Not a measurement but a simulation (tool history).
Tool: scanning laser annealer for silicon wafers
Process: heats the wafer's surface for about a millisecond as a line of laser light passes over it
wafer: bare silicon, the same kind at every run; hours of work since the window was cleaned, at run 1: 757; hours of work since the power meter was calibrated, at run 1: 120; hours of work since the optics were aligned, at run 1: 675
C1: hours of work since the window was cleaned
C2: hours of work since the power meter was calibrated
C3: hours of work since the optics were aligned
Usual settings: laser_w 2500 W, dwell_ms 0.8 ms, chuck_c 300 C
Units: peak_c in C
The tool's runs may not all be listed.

{"run": 1, "day": 0.0, "laser_w": 2500, "dwell_ms": 0.8, "chuck_c": 300, "C1": 757, "C2": 120, "C3": 675, "peak_c": 1100}
{"run": 2, "day": 0.254, "laser_w": 2500, "dwell_ms": 0.8, "chuck_c": 300, "C1": 762, "C2": 125, "C3": 680, "peak_c": 1098}
{"run": 3, "day": 0.667, "laser_w": 2500, "dwell_ms": 0.8, "chuck_c": 300, "C1": 770, "C2": 133, "C3": 688, "peak_c": 1097}
{"run": 4, "day": 0.958, "laser_w": 2500, "dwell_ms": 0.8, "chuck_c": 300, "C1": 775, "C2": 138, "C3": 693, "peak_c": 1099}
{"day": 1.129, "done": "window over the wafer cleaned"}
{"run": 5, "day": 1.383, "laser_w": 2500, "dwell_ms": 0.8, "chuck_c": 300, "C1": 5, "C2": 144, "C3": 700, "peak_c": 1096}
{"run": 6, "day": 1.579, "laser_w": 2500, "dwell_ms": 0.8, "chuck_c": 300, "C1": 8, "C2": 148, "C3": 703, "peak_c": 1093}
{"run": 7, "day": 1.908, "laser_w": 2500, "dwell_ms": 0.8, "chuck_c": 300, "C1": 15, "C2": 154, "C3": 709, "peak_c": 1092}
{"run": 8, "day": 2.342, "laser_w": 2500, "dwell_ms": 0.8, "chuck_c": 300, "C1": 23, "C2": 162, "C3": 718, "peak_c": 1095}
{"run": 9, "day": 2.775, "laser_w": 2500, "dwell_ms": 0.662, "chuck_c": 300, "C1": 31, "C2": 170, "C3": 726, "peak_c": 1015}
{"run": 10, "day": 3.042, "laser_w": 2500, "dwell_ms": 0.662, "chuck_c": 300, "C1": 36, "C2": 175, "C3": 731, "peak_c": 1019}
{"day": 3.208, "done": "window over the wafer cleaned, once more"}
{"run": 11, "day": 3.512, "laser_w": 2500, "dwell_ms": 0.662, "chuck_c": 300, "C1": 6, "C2": 183, "C3": 738, "peak_c": 1040}
{"run": 12, "day": 3.775, "laser_w": 2500, "dwell_ms": 0.662, "chuck_c": 300, "C1": 11, "C2": 187, "C3": 743, "peak_c": 1042}
{"run": 13, "day": 4.204, "laser_w": 2500, "dwell_ms": 0.662, "chuck_c": 333, "C1": 19, "C2": 195, "C3": 751, "peak_c": 1074}
{"run": 14, "day": 4.425, "laser_w": 2557, "dwell_ms": 0.8, "chuck_c": 300, "C1": 23, "C2": 200, "C3": 755, "peak_c": 1135}
{"run": 15, "day": 4.829, "laser_w": 2557, "dwell_ms": 0.8, "chuck_c": 300, "C1": 30, "C2": 207, "C3": 762, "peak_c": 1135}
{"run": 16, "day": 5.112, "laser_w": 2557, "dwell_ms": 0.8, "chuck_c": 300, "C1": 36, "C2": 212, "C3": 768, "peak_c": 1136}
{"run": 17, "day": 5.325, "laser_w": 2557, "dwell_ms": 0.8, "chuck_c": 300, "C1": 40, "C2": 216, "C3": 772, "peak_c": 1138}
{"run": 18, "day": 5.638, "laser_w": 2557, "dwell_ms": 0.8, "chuck_c": 300, "C1": 45, "C2": 222, "C3": 777, "peak_c": 1141}
{"run": 19, "day": 5.867, "laser_w": 2557, "dwell_ms": 0.8, "chuck_c": 300, "C1": 50, "C2": 227, "C3": 782, "peak_c": 1139}
{"run": 20, "day": 6.275, "laser_w": 2557, "dwell_ms": 0.8, "chuck_c": 300, "C1": 57, "C2": 234, "C3": 789, "peak_c": 1135}
{"run": 21, "day": 6.55, "laser_w": 2557, "dwell_ms": 0.8, "chuck_c": 300, "C1": 62, "C2": 239, "C3": 795, "peak_c": 1137}
{"run": 22, "day": 6.742, "laser_w": 2557, "dwell_ms": 0.8, "chuck_c": 300, "C1": 66, "C2": 243, "C3": 798, "peak_c": 1134}
{"run": 23, "day": 6.967, "laser_w": 2500, "dwell_ms": 0.925, "chuck_c": 326, "C1": 70, "C2": 247, "C3": 802, "peak_c": 1211}
{"run": 24, "day": 7.321, "laser_w": 2500, "dwell_ms": 0.925, "chuck_c": 326, "C1": 77, "C2": 254, "C3": 809, "peak_c": 1209}
{"run": 25, "day": 7.754, "laser_w": 2452, "dwell_ms": 0.831, "chuck_c": 285, "C1": 85, "C2": 262, "C3": 817, "peak_c": 1101}
{"run": 26, "day": 8.083, "laser_w": 2452, "dwell_ms": 0.831, "chuck_c": 285, "C1": 91, "C2": 268, "C3": 823, "peak_c": 1102}
{"run": 27, "day": 8.425, "laser_w": 2500, "dwell_ms": 0.99, "chuck_c": 275, "C1": 97, "C2": 274, "C3": 830, "peak_c": 1187}
{"run": 28, "day": 8.829, "laser_w": 2135, "dwell_ms": 0.871, "chuck_c": 339, "C1": 105, "C2": 282, "C3": 837, "peak_c": 1064}
{"run": 29, "day": 9.225, "laser_w": 2349, "dwell_ms": 0.709, "chuck_c": 270, "C1": 112, "C2": 289, "C3": 845, "peak_c": 990}
{"run": 30, "day": 9.438, "laser_w": 2509, "dwell_ms": 0.709, "chuck_c": 338, "C1": 116, "C2": 293, "C3": 848, "peak_c": 1106}
{"run": 31, "day": 9.825, "laser_w": 2534, "dwell_ms": 0.689, "chuck_c": 300, "C1": 124, "C2": 300, "C3": 856, "peak_c": 1063}
{"run": 32, "day": 10.038, "laser_w": 2609, "dwell_ms": 0.606, "chuck_c": 268, "C1": 128, "C2": 304, "C3": 860, "peak_c": 1006}
{"run": 33, "day": 10.367, "laser_w": 2243, "dwell_ms": 0.8, "chuck_c": 319, "C1": 134, "C2": 311, "C3": 866, "peak_c": 1047}
{"run": 34, "day": 10.562, "laser_w": 2284, "dwell_ms": 0.883, "chuck_c": 337, "C1": 137, "C2": 314, "C3": 869, "peak_c": 1118}
{"run": 35, "day": 11.021, "laser_w": 2248, "dwell_ms": 0.914, "chuck_c": 290, "C1": 146, "C2": 323, "C3": 878, "peak_c": 1073}
{"run": 36, "day": 11.425, "laser_w": 2250, "dwell_ms": 0.914, "chuck_c": 298, "C1": 153, "C2": 330, "C3": 886, "peak_c": 1081}
{"run": 37, "day": 11.858, "laser_w": 2250, "dwell_ms": 0.975, "chuck_c": 278, "C1": 161, "C2": 338, "C3": 894, "peak_c": 1094}
{"run": 38, "day": 12.308, "laser_w": 2225, "dwell_ms": 0.8, "chuck_c": 283, "C1": 170, "C2": 347, "C3": 902, "peak_c": 1003}
{"run": 39, "day": 12.725, "laser_w": 2225, "dwell_ms": 0.8, "chuck_c": 283, "C1": 178, "C2": 355, "C3": 910, "peak_c": 1004}

5 ways to go on from here, each from the tool as it stands after run 39. What would each give?
{"run": "A", "day": 13.125, "laser_w": 2715, "dwell_ms": 0.8, "chuck_c": 292, "C1": 185, "C2": 362, "C3": 917, "peak_c": "?"}
{"run": "B", "day": 13.125, "laser_w": 2639, "dwell_ms": 0.773, "chuck_c": 283, "C1": 185, "C2": 362, "C3": 917, "peak_c": "?"}
{"run": "C", "day": 13.125, "laser_w": 2252, "dwell_ms": 0.829, "chuck_c": 283, "C1": 185, "C2": 362, "C3": 917, "peak_c": "?"}
{"run": "D", "day": 13.125, "laser_w": 2700, "dwell_ms": 0.8, "chuck_c": 300, "C1": 185, "C2": 362, "C3": 917, "peak_c": "?"}
{"run": "E", "day": 13.125, "laser_w": 2713, "dwell_ms": 0.8, "chuck_c": 283, "C1": 185, "C2": 362, "C3": 917, "peak_c": "?"}

run=A peak_c=1177
run=B peak_c=1124
run=C peak_c=1032
run=D peak_c=1179
run=E peak_c=1165
Without the tool's hidden state the same runs would have given:
run=A peak_c=1183
run=B peak_c=1130
run=C peak_c=1038
run=D peak_c=1185
run=E peak_c=1171

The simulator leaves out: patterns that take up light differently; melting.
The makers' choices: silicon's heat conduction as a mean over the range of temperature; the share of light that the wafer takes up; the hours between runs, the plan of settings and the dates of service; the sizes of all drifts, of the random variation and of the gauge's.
